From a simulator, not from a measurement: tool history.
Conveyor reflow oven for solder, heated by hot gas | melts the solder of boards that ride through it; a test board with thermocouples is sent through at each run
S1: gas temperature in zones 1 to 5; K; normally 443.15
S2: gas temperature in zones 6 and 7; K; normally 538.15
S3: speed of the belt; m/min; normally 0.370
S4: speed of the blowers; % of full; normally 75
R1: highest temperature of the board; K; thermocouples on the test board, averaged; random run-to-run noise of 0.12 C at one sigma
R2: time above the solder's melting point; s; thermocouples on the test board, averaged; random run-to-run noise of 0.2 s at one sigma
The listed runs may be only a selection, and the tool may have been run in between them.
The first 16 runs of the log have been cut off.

run 17 day=20.858 | S1=443.15 S2=538.15 S3=0.358 S4=75 | R1=528.85 R2=79.9
run 18 day=22.729 | S1=442.15 S2=538.15 S3=0.342 S4=75 | R1=529.85 R2=84.9
run 19 day=23.875 | S1=442.15 S2=538.15 S3=0.342 S4=75 | R1=530.05 R2=84.8
-- day=24.421 flux residue cleaned out of gas plates and filters
run 20 day=25.196 | S1=442.15 S2=538.15 S3=0.301 S4=66 | R1=532.75 R2=100.5
run 21 day=26.850 | S1=445.15 S2=543.15 S3=0.366 S4=75 | R1=534.65 R2=83.8
run 22 day=27.754 | S1=443.15 S2=530.15 S3=0.370 S4=75 | R1=522.35 R2=72.2
run 23 day=29.471 | S1=443.15 S2=538.15 S3=0.370 S4=56 | R1=526.55 R2=74.8
run 24 day=31.458 | S1=443.15 S2=538.15 S3=0.370 S4=56 | R1=526.35 R2=74.4
run 25 day=32.404 | S1=443.15 S2=543.15 S3=0.370 S4=56 | R1=530.95 R2=78.4
run 26 day=33.696 | S1=453.15 S2=543.15 S3=0.370 S4=56 | R1=532.35 R2=84.4
run 27 day=35.433 | S1=448.15 S2=527.15 S3=0.370 S4=56 | R1=517.55 R2=68.1
run 28 day=36.875 | S1=444.15 S2=538.15 S3=0.411 S4=75 | R1=526.75 R2=68.2
run 29 day=38.650 | S1=443.15 S2=546.15 S3=0.419 S4=75 | R1=533.15 R2=70.5
run 30 day=40.100 | S1=443.15 S2=546.15 S3=0.314 S4=75 | R1=540.85 R2=103.0
run 31 day=41.921 | S1=443.15 S2=546.15 S3=0.370 S4=53 | R1=533.45 R2=79.9
run 32 day=42.979 | S1=437.15 S2=528.15 S3=0.411 S4=71 | R1=516.05 R2=55.0

3 ways to go on from here, each from the tool as it stands after run 32. What would each give?
run A day=44.625 | S1=434.15 S2=538.15 S3=0.370 S4=75 | R1=? R2=?
run B day=44.625 | S1=457.15 S2=535.15 S3=0.344 S4=71 | R1=? R2=?
run C day=44.625 | S1=432.15 S2=538.15 S3=0.411 S4=75 | R1=? R2=?

run=A R1=528.45 R2=74.0
run=B R1=529.45 R2=91.4
run=C R1=524.85 R2=62.3
Had the tool no hidden state, the same runs would have come out as:
run=A R1=526.75 R2=70.8
run=B R1=527.45 R2=87.6
run=C R1=523.25 R2=59.6
